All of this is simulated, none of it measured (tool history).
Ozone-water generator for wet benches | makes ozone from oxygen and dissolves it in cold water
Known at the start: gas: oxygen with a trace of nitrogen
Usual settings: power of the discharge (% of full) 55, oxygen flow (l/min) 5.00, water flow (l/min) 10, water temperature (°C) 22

run	hour	power of the discharge (% of full)	oxygen flow (l/min)	water flow (l/min)	water temperature (°C)	dissolved ozone (ppm)	ozone in the gas ahead of the water (g/m3)
1	0.0	55	5.00	10	22	22.1	163.6
2	32.3	55	5.00	10	22	22.2	163.1
3	78.5	55	5.00	10	22	22.1	162.2
4	126.3	55	5.00	10	22	22.1	162.4
5	151.6	55	5.00	10	22	22.1	162.9
6	191.4	55	5.00	10	22	21.9	164.3
7	223.1	55	5.00	10	22	22.1	163.9
8	243.5	55	5.00	10	22	22.0	164.4
9	279.4	55	5.00	10	22	22.0	164.9
10	308.0	55	8.02	10	22	20.6	133.9
11	336.4	55	8.02	10	22	20.7	132.7
12	359.0	55	5.00	10	17	24.3	166.2
13	406.3	55	5.00	10	17	24.2	165.5
14	432.3	55	5.00	10	17	24.3	165.9
15	460.4	55	8.13	10	18	22.6	134.3
16	496.9	55	5.00	9	16	26.3	166.5
# hour 511.3: gauge calibrated
17	532.9	55	5.00	11	16	23.3	164.5
18	575.2	40	6.03	10	22	18.1	126.2
19	612.9	55	4.59	12	17	21.2	169.7
20	633.9	55	5.00	16	14	17.9	163.3
21	665.3	91	5.00	10	23	28.3	216.7
22	698.6	55	5.00	10	22	22.1	164.2
23	723.7	55	5.00	13	22	18.4	163.7

Forecast each of these 5 alternatives for the next run:
A	745.0	55	5.00	10	22	?	?
B	745.0	55	3.66	6	26	?	?
C	745.0	84	5.00	15	15	?	?
D	745.0	55	6.53	10	14	?	?
E	745.0	73	5.00	7	22	?	?

run	dissolved ozone (ppm)	ozone in the gas ahead of the water (g/m3)
A	22.0	164.0
B	27.8	190.3
C	23.3	206.4
D	25.2	146.3
E	31.7	192.0
Without the tool's hidden state the same runs would have given:
run	dissolved ozone (ppm)	ozone in the gas ahead of the water (g/m3)
A	22.0	161.9
B	27.8	187.8
C	23.3	203.8
D	25.2	144.4
E	31.7	189.6

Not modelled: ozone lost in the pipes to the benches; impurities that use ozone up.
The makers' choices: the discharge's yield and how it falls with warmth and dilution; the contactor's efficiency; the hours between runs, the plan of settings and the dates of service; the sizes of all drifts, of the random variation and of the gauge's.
